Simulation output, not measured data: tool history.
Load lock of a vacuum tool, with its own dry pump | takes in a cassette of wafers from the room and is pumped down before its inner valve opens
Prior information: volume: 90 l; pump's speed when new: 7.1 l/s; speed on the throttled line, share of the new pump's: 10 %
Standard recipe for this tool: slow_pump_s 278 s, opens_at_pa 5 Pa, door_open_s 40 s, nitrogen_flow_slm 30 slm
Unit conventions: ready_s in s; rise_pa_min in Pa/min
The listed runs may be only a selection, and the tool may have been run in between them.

run,day,slow_pump_s,opens_at_pa,door_open_s,nitrogen_flow_slm,"incoming humidity of the room's air, %",ready_s,rise_pa_min
1,0,278,5,40,30,43.6,396.2,0.044
2,4.375,278,5,40,30,46.3,397.1,0.038
3,9.517,278,5,40,30,46.8,395.1,0.039
4,13.883,278,5,40,30,42.3,393.2,0.041
5,19.233,278,8,40,30,44.1,388.2,0.046
6,25.738,278,8,40,30,44.8,390.8,0.045
7,32.258,360,5,47,30,46.3,472.9,0.047
8,37.85,277,7,47,30,43.4,396.5,0.048
9,44.6,278,5,40,30,47.2,397.5,0.053
10,51.596,278,5,193,30,45.5,398.9,0.079
11,54.95,278,7,58,7,43.1,393.6,0.067
12,61.825,278,6,58,26,46.2,393.3,0.06

Below are 5 alternative next runs, each starting from the tool's condition after run 12. Predict each:
A,67.55,278,5,170,28,42.5,?,?
B,67.55,278,6,58,26,48.6,?,?
C,67.55,177,5,68,30,43.1,?,?
D,67.55,490,6,58,14,48.9,?,?
E,67.55,278,5,40,9,46.3,?,?

run,ready_s,rise_pa_min
A,397.7,0.076
B,393.5,0.06
C,311.9,0.063
D,582.7,0.073
E,400.7,0.068
Had the tool no hidden state, the same runs would have come out as:
run,ready_s,rise_pa_min
A,377.8,0.04
B,374.1,0.023
C,290.2,0.027
D,567.4,0.037
E,380.6,0.032
